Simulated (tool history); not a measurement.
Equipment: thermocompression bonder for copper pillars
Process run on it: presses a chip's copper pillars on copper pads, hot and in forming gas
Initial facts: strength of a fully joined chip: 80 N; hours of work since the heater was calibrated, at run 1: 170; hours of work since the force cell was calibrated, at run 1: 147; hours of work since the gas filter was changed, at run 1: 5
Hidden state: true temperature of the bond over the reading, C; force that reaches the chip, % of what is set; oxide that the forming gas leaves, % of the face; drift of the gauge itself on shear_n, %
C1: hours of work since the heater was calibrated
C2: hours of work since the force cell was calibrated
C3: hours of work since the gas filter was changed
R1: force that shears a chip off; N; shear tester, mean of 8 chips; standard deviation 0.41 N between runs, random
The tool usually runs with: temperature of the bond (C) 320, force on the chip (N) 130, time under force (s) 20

Run 1, hour 0.0: usual settings; C1 170; C2 147; C3 5. Result: R1 28.8 N.
Run 2, hour 5.6: usual settings but force on the chip (N) 185; C1 173; C2 151; C3 8. Result: R1 34.3 N.
Run 3, hour 11.3: usual settings but force on the chip (N) 149; C1 176; C2 154; C3 11. Result: R1 31.3 N.
Run 4, hour 21.5: usual settings; C1 183; C2 161; C3 18. Result: R1 29.1 N.
Run 5, hour 28.5: usual settings; C1 187; C2 165; C3 22. Result: R1 29.2 N.
Run 6, hour 41.8: usual settings but force on the chip (N) 171; C1 195; C2 173; C3 30. Result: R1 32.8 N.
Run 7, hour 55.2: usual settings but force on the chip (N) 171; C1 203; C2 181; C3 38. Result: R1 32.3 N.
Run 8, hour 62.0: usual settings; C1 208; C2 185; C3 43. Result: R1 28.8 N.
Run 9, hour 72.0: usual settings but temperature of the bond (C) 322; C1 214; C2 192; C3 49. Result: R1 29.9 N.
Run 10, hour 77.9: usual settings but temperature of the bond (C) 322; C1 217; C2 195; C3 52. Result: R1 28.9 N.
Run 11, hour 91.4: usual settings but temperature of the bond (C) 322; C1 226; C2 203; C3 61. Result: R1 28.5 N.
Run 12, hour 96.8: usual settings but temperature of the bond (C) 322; C1 229; C2 207; C3 64. Result: R1 28.8 N.
Run 13, hour 108.7: usual settings but temperature of the bond (C) 345; C1 236; C2 214; C3 71. Result: R1 37.1 N.
Run 14, hour 116.0: usual settings; C1 241; C2 219; C3 76. Result: R1 27.6 N.
Run 15, hour 126.6: usual settings; C1 247; C2 225; C3 82. Result: R1 27.3 N.
Run 16, hour 138.3: usual settings but time under force (s) 40; C1 254; C2 232; C3 89. Result: R1 36.6 N.
Run 17, hour 144.3: usual settings but force on the chip (N) 129; C1 258; C2 236; C3 93. Result: R1 27.9 N.
Run 18, hour 154.0: usual settings but force on the chip (N) 129; C1 264; C2 242; C3 99. Result: R1 27.3 N.
Run 19, hour 166.2: usual settings but force on the chip (N) 129; C1 272; C2 249; C3 106. Result: R1 28.4 N.
Run 20, hour 173.0: usual settings but time under force (s) 58; C1 276; C2 254; C3 111. Result: R1 41.2 N.
Run 21, hour 185.5: usual settings but time under force (s) 58; C1 283; C2 261; C3 118. Result: R1 40.2 N.
Run 22, hour 194.0: usual settings but force on the chip (N) 113, time under force (s) 29; C1 289; C2 266; C3 124. Result: R1 29.7 N.
Run 23, hour 203.4: usual settings but temperature of the bond (C) 301, force on the chip (N) 123, time under force (s) 25; C1 294; C2 272; C3 129. Result: R1 22.4 N.
Run 24, hour 216.8: usual settings but temperature of the bond (C) 301, force on the chip (N) 123, time under force (s) 25; C1 303; C2 280; C3 138. Result: R1 22.9 N.
Run 25, hour 227.8: usual settings but temperature of the bond (C) 301, force on the chip (N) 123, time under force (s) 25; C1 309; C2 287; C3 144. Result: R1 22.4 N.
Run 26, hour 241.1: usual settings but temperature of the bond (C) 318, force on the chip (N) 93, time under force (s) 58; C1 317; C2 295; C3 152. Result: R1 34.5 N.
Run 27, hour 252.9: usual settings but temperature of the bond (C) 318, force on the chip (N) 93, time under force (s) 58; C1 325; C2 303; C3 160. Result: R1 33.9 N.
Run 28, hour 261.8: usual settings but temperature of the bond (C) 315, force on the chip (N) 91, time under force (s) 51; C1 330; C2 308; C3 165. Result: R1 31.9 N.
Run 29, hour 267.4: usual settings but temperature of the bond (C) 315, force on the chip (N) 91, time under force (s) 51; C1 334; C2 311; C3 169. Result: R1 31.4 N.
Run 30, hour 277.4: usual settings but temperature of the bond (C) 315, force on the chip (N) 172, time under force (s) 51; C1 340; C2 318; C3 175. Result: R1 40.9 N.
Run 31, hour 286.3: usual settings but temperature of the bond (C) 325, force on the chip (N) 148, time under force (s) 21; C1 345; C2 323; C3 180. Result: R1 31.3 N.
Run 32, hour 293.7: usual settings but temperature of the bond (C) 314, force on the chip (N) 85, time under force (s) 21; C1 350; C2 328; C3 185. Result: R1 20.7 N.
Run 33, hour 307.1: usual settings but temperature of the bond (C) 314, force on the chip (N) 85, time under force (s) 21; C1 358; C2 336; C3 193. Result: R1 20.2 N.
Run 34, hour 316.2: usual settings but temperature of the bond (C) 314, force on the chip (N) 85, time under force (s) 21; C1 364; C2 341; C3 199. Result: R1 20.0 N.
Run 35, hour 328.2: usual settings but temperature of the bond (C) 314, force on the chip (N) 85, time under force (s) 21; C1 371; C2 349; C3 206. Result: R1 20.2 N.
Run 36, hour 341.5: usual settings but temperature of the bond (C) 314, force on the chip (N) 85, time under force (s) 21; C1 379; C2 357; C3 214. Result: R1 20.9 N.
Run 37, hour 351.8: usual settings but temperature of the bond (C) 314, force on the chip (N) 85, time under force (s) 21; C1 385; C2 363; C3 220. Result: R1 19.7 N.
Run 38, hour 365.1: usual settings but temperature of the bond (C) 314, time under force (s) 21; C1 394; C2 371; C3 229. Result: R1 25.3 N.

Alternative continuations, all from the tool just after run 38; predict every row:
Run A, hour 375.6: usual settings but temperature of the bond (C) 305, force on the chip (N) 155, time under force (s) 49; C1 400; C2 378; C3 235. Result: R1 ?.
Run B, hour 375.6: usual settings but temperature of the bond (C) 313, force on the chip (N) 175, time under force (s) 12; C1 400; C2 378; C3 235. Result: R1 ?.
Run C, hour 375.6: usual settings but temperature of the bond (C) 314, force on the chip (N) 171, time under force (s) 21; C1 400; C2 378; C3 235. Result: R1 ?.

run    R1
  A  33.2
  B  23.4
  C  28.8
Had the tool no hidden state, the same runs would have come out as:
run    R1
  A  36.0
  B  25.5
  C  31.3

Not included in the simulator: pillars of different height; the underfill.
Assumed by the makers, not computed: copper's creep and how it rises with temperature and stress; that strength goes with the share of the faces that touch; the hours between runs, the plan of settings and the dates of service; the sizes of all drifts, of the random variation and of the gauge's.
